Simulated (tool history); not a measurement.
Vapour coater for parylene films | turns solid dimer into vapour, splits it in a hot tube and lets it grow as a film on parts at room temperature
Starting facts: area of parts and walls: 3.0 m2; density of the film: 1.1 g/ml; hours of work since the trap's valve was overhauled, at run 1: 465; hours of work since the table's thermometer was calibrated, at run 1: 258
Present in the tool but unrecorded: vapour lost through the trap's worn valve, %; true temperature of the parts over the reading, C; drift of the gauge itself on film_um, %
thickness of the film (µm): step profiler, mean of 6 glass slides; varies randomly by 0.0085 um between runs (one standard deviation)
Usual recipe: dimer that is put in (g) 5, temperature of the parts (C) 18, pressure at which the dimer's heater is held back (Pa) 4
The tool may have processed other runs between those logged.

| run | hour | dimer that is put in (g) | temperature of the parts (C) | pressure at which the dimer's heater is held back (Pa) | hours of work since the trap's valve was overhauled | hours of work since the table's thermometer was calibrated | thickness of the film (µm) |
|---|---|---|---|---|---|---|---|
| 1 | 0 | 5 | 18 | 4 | 465 | 258 | 1.053 |
| 2 | 12.6 | 5 | 18 | 4 | 470 | 263 | 1.034 |
| 3 | 31.5 | 4 | 18 | 4 | 478 | 271 | 0.822 |
| 4 | 43.2 | 3 | 18 | 4 | 483 | 276 | 0.623 |
| 5 | 58.9 | 5 | 18 | 4 | 489 | 282 | 1.03 |
| 6 | 68.7 | 5 | 11 | 4 | 493 | 287 | 1.153 |
|  | 90.3 | trap's valve overhauled |
| 7 | 92.6 | 5 | 18 | 2.37 | 1 | 295 | 1.354 |
| 8 | 111.4 | 5 | 18 | 2.37 | 9 | 303 | 1.338 |
| 9 | 121.7 | 5 | 18 | 2.37 | 13 | 307 | 1.347 |
| 10 | 135.1 | 5 | 18 | 2.37 | 19 | 313 | 1.338 |
| 11 | 151.6 | 5 | 18 | 4 | 26 | 319 | 1.213 |
| 12 | 167.4 | 5 | 18 | 4 | 32 | 326 | 1.193 |
| 13 | 185.3 | 5 | 18 | 4 | 40 | 334 | 1.206 |
| 14 | 194.6 | 5 | 18 | 4 | 44 | 337 | 1.207 |
| 15 | 216.5 | 5 | 18 | 4.66 | 53 | 347 | 1.16 |
| 16 | 229.2 | 5 | 18 | 10.08 | 58 | 352 | 1 |
| 17 | 251.3 | 7 | 26 | 10.08 | 67 | 361 | 1.23 |
| 18 | 272.2 | 7 | 15 | 4.7 | 76 | 370 | 1.674 |
| 19 | 292.2 | 8 | 11 | 3.14 | 84 | 378 | 2.234 |
| 20 | 303.4 | 8 | 11 | 3.14 | 89 | 383 | 2.223 |
| 21 | 316 | 6 | 16 | 9.97 | 94 | 388 | 1.252 |
| 22 | 328.7 | 5 | 18 | 3.57 | 100 | 393 | 1.208 |
| 23 | 340 | 3 | 30 | 3.77 | 104 | 398 | 0.582 |
| 24 | 357.3 | 3 | 30 | 3.77 | 111 | 405 | 0.575 |
| 25 | 378.3 | 4 | 22 | 3.77 | 120 | 414 | 0.901 |
| 26 | 395.1 | 4 | 22 | 3.77 | 127 | 421 | 0.877 |

Branching from run 26: 4 alternative next runs. What would each branch give?
| A | 404.7 | 5 | 27 | 9.95 | 131 | 425 | ? |
| B | 404.7 | 3 | 13 | 9.61 | 131 | 425 | ? |
| C | 404.7 | 4 | 13 | 3.77 | 131 | 425 | ? |
| D | 404.7 | 2 | 19 | 10.38 | 131 | 425 | ? |

| run | thickness of the film (µm) |
|---|---|
| A | 0.851 |
| B | 0.643 |
| C | 1.036 |
| D | 0.393 |
With the hidden condition removed and each run's random variation left untouched, the same runs would have given:
| run | thickness of the film (µm) |
|---|---|
| A | 0.89 |
| B | 0.673 |
| C | 1.084 |
| D | 0.411 |

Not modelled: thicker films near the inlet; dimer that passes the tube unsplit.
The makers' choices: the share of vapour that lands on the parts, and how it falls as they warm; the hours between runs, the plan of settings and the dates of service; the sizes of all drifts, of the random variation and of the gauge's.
